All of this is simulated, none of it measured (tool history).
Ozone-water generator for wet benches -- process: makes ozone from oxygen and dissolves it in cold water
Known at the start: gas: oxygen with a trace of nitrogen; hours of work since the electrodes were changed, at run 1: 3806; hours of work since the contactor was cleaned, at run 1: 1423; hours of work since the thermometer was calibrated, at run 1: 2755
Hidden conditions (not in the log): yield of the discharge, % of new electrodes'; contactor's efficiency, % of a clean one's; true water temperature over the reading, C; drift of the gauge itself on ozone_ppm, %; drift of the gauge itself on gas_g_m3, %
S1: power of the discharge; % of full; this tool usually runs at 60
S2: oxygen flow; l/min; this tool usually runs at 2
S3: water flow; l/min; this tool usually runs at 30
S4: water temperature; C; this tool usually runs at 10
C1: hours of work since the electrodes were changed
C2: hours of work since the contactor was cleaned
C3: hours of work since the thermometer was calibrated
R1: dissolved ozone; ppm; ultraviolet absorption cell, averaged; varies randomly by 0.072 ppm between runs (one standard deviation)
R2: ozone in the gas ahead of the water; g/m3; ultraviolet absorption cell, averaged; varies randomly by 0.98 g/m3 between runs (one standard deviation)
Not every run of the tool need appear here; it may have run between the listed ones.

run	hour	S1	S2	S3	S4	C1	C2	C3	R1	R2
1	0	60	2	30	10	3806	1423	2755	5.96	149.5
2	55.9	60	2	30	10	3853	1470	2802	5.87	149.7
3	115.5	60	2	30	10	3903	1520	2852	5.83	148.6
4	230.8	60	2	32	10	4000	1617	2949	5.45	147
5	365.4	60	2	32	10	4113	1730	3062	5.39	146.9
6	466.7	60	2	32	10	4198	1815	3147	5.52	147.8
7	573	60	2	30	10	4287	1904	3236	5.88	147.2
8	686.1	60	2	30	10	4382	1999	3331	5.78	146.6
9	759.6	60	1.35	30	10	4444	2061	3393	4.95	178.6
10	844.3	60	1.35	30	10	4515	2132	3464	4.89	179.5
11	942.8	47	1.35	30	10	4598	2215	3547	4.11	149
12	1018.3	60	2	30	10	4661	2278	3610	5.7	145.3
13	1089.2	60	2.67	30	10	4721	2338	3670	6.14	124.5
14	1188.6	60	2.67	30	10	4804	2421	3753	6.18	124.3
15	1247.2	60	1.42	30	10	4853	2471	3802	4.99	172.2
16	1376.8	60	2	30	10	4962	2579	3911	5.53	143.8
17	1448.9	97	3.58	18	10	5023	2640	3972	16.24	150.6
18	1566	97	3.58	18	10	5121	2738	4070	16.04	150.1
19	1623	74	2	30	11	5169	2786	4118	6.43	165.2
20	1760.2	59	2	30	5	5284	2901	4233	5.55	139.7
# hour 1803.4: water thermometer calibrated
21	1817.9	59	2	30	5	5332	2949	12	5.57	139.8
22	1935.6	59	2	30	5	5431	3048	111	5.66	139.2
23	2072	69	1.52	22	5	5546	3163	226	8.19	180.4
24	2152.4	73	2	29	10	5613	3230	293	6.37	162.2
25	2278	61	2	30	10	5719	3336	399	5.45	140.6
26	2343.8	75	1.51	30	6	5774	3391	454	5.76	187.8
27	2423.9	75	1.04	30	8	5841	3458	521	4.87	226.8
28	2522.4	75	1.31	30	8	5924	3541	604	5.42	202.1
29	2617.6	49	2.04	30	6	6004	3621	684	4.77	119.8
30	2725.5	49	2.4	30	9	6095	3712	775	4.85	109
31	2830.8	49	2.4	30	9	6183	3800	863	4.85	108.7
32	2892.3	49	2.4	30	9	6235	3852	915	4.82	108

Branching from run 32: 4 alternative next runs. What would each branch give?
A	3003.3	49	1.32	34	6	6328	3945	1008	?	?
B	3003.3	47	2.4	34	9	6328	3945	1008	?	?
C	3003.3	69	2	33	12	6328	3945	1008	?	?
D	3003.3	60	3.28	30	10	6328	3945	1008	?	?

run	R1	R2
A	3.29	148.9
B	4.06	106.5
C	5.11	149.6
D	6.12	106.9
With the hidden condition removed and each run's random variation left untouched, the same runs would have given:
run	R1	R2
A	4.18	176.5
B	5.1	125.2
C	6.85	188.4
D	8	131.1
